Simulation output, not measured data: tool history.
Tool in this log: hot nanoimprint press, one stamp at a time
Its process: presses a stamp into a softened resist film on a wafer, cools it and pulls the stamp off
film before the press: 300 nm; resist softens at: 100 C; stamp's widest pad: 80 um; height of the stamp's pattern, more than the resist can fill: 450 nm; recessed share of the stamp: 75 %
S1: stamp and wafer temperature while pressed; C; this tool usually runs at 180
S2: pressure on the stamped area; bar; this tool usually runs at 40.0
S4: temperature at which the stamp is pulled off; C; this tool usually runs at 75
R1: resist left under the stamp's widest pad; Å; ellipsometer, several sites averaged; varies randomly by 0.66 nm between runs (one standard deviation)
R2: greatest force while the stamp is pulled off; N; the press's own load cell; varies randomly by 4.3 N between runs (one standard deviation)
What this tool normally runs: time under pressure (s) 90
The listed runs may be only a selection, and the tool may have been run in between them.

{"run": 1, "hour": 0.0, "S1": 180, "S2": 40.0, "time under pressure (s)": 90, "S4": 75, "R1": 1610, "R2": 204}
{"run": 2, "hour": 10.6, "S1": 180, "S2": 40.0, "time under pressure (s)": 90, "S4": 75, "R1": 1607, "R2": 209}
{"run": 3, "hour": 19.2, "S1": 180, "S2": 40.0, "time under pressure (s)": 90, "S4": 75, "R1": 1602, "R2": 210}
{"run": 4, "hour": 28.7, "S1": 180, "S2": 40.0, "time under pressure (s)": 90, "S4": 75, "R1": 1601, "R2": 211}
{"run": 5, "hour": 35.9, "S1": 180, "S2": 40.0, "time under pressure (s)": 90, "S4": 75, "R1": 1612, "R2": 218}
{"hour": 43.4, "done": "stamp cleaned and given a new release coat"}
{"run": 6, "hour": 50.2, "S1": 180, "S2": 40.0, "time under pressure (s)": 90, "S4": 75, "R1": 1609, "R2": 196}
{"run": 7, "hour": 62.1, "S1": 180, "S2": 40.0, "time under pressure (s)": 90, "S4": 75, "R1": 1613, "R2": 210}
{"run": 8, "hour": 70.8, "S1": 180, "S2": 40.0, "time under pressure (s)": 90, "S4": 75, "R1": 1616, "R2": 208}
{"run": 9, "hour": 76.9, "S1": 180, "S2": 40.0, "time under pressure (s)": 90, "S4": 72, "R1": 1604, "R2": 228}
{"run": 10, "hour": 84.0, "S1": 180, "S2": 40.0, "time under pressure (s)": 90, "S4": 72, "R1": 1613, "R2": 228}
{"run": 11, "hour": 89.4, "S1": 180, "S2": 40.0, "time under pressure (s)": 90, "S4": 77, "R1": 1608, "R2": 198}
{"run": 12, "hour": 100.4, "S1": 180, "S2": 40.0, "time under pressure (s)": 90, "S4": 75, "R1": 1609, "R2": 207}
{"run": 13, "hour": 108.6, "S1": 180, "S2": 40.0, "time under pressure (s)": 90, "S4": 75, "R1": 1621, "R2": 211}
{"run": 14, "hour": 119.1, "S1": 180, "S2": 40.0, "time under pressure (s)": 90, "S4": 75, "R1": 1609, "R2": 203}
{"run": 15, "hour": 127.5, "S1": 180, "S2": 40.0, "time under pressure (s)": 90, "S4": 75, "R1": 1613, "R2": 209}
{"run": 16, "hour": 136.4, "S1": 176, "S2": 27.4, "time under pressure (s)": 90, "S4": 75, "R1": 1995, "R2": 213}
{"run": 17, "hour": 146.0, "S1": 176, "S2": 34.8, "time under pressure (s)": 90, "S4": 76, "R1": 1851, "R2": 198}
{"run": 18, "hour": 152.0, "S1": 176, "S2": 34.8, "time under pressure (s)": 90, "S4": 76, "R1": 1846, "R2": 197}
{"run": 19, "hour": 157.3, "S1": 177, "S2": 50.0, "time under pressure (s)": 147, "S4": 76, "R1": 1318, "R2": 200}
{"run": 20, "hour": 165.6, "S1": 173, "S2": 43.1, "time under pressure (s)": 147, "S4": 76, "R1": 1557, "R2": 204}
{"run": 21, "hour": 177.7, "S1": 173, "S2": 32.7, "time under pressure (s)": 151, "S4": 76, "R1": 1723, "R2": 204}
{"run": 22, "hour": 189.4, "S1": 173, "S2": 32.7, "time under pressure (s)": 151, "S4": 76, "R1": 1728, "R2": 199}
{"run": 23, "hour": 198.1, "S1": 173, "S2": 44.6, "time under pressure (s)": 151, "S4": 76, "R1": 1524, "R2": 196}
{"run": 24, "hour": 205.1, "S1": 173, "S2": 44.6, "time under pressure (s)": 151, "S4": 76, "R1": 1529, "R2": 202}
{"run": 25, "hour": 214.9, "S1": 180, "S2": 52.8, "time under pressure (s)": 90, "S4": 75, "R1": 1434, "R2": 207}
{"run": 26, "hour": 224.2, "S1": 180, "S2": 52.8, "time under pressure (s)": 90, "S4": 75, "R1": 1446, "R2": 210}
{"run": 27, "hour": 235.2, "S1": 173, "S2": 44.0, "time under pressure (s)": 177, "S4": 81, "R1": 1448, "R2": 166}
{"run": 28, "hour": 242.7, "S1": 173, "S2": 44.0, "time under pressure (s)": 177, "S4": 81, "R1": 1448, "R2": 173}
{"run": 29, "hour": 254.0, "S1": 180, "S2": 40.0, "time under pressure (s)": 83, "S4": 65, "R1": 1655, "R2": 270}

4 ways to go on from here, each from the tool as it stands after run 29. What would each give?
{"run": "A", "hour": 265.0, "S1": 180, "S2": 35.5, "time under pressure (s)": 90, "S4": 75, "R1": "?", "R2": "?"}
{"run": "B", "hour": 265.0, "S1": 191, "S2": 31.9, "time under pressure (s)": 83, "S4": 60, "R1": "?", "R2": "?"}
{"run": "C", "hour": 265.0, "S1": 191, "S2": 28.3, "time under pressure (s)": 90, "S4": 73, "R1": "?", "R2": "?"}
{"run": "D", "hour": 265.0, "S1": 173, "S2": 40.0, "time under pressure (s)": 64, "S4": 72, "R1": "?", "R2": "?"}

run=A R1=1696 R2=209
run=B R1=1445 R2=309
run=C R1=1474 R2=225
run=D R1=2077 R2=230
Take away the tool's hidden state, keep each run's random variation, and the runs would have read:
run=A R1=1695 R2=207
run=B R1=1445 R2=307
run=C R1=1473 R2=223
run=D R1=2076 R2=228
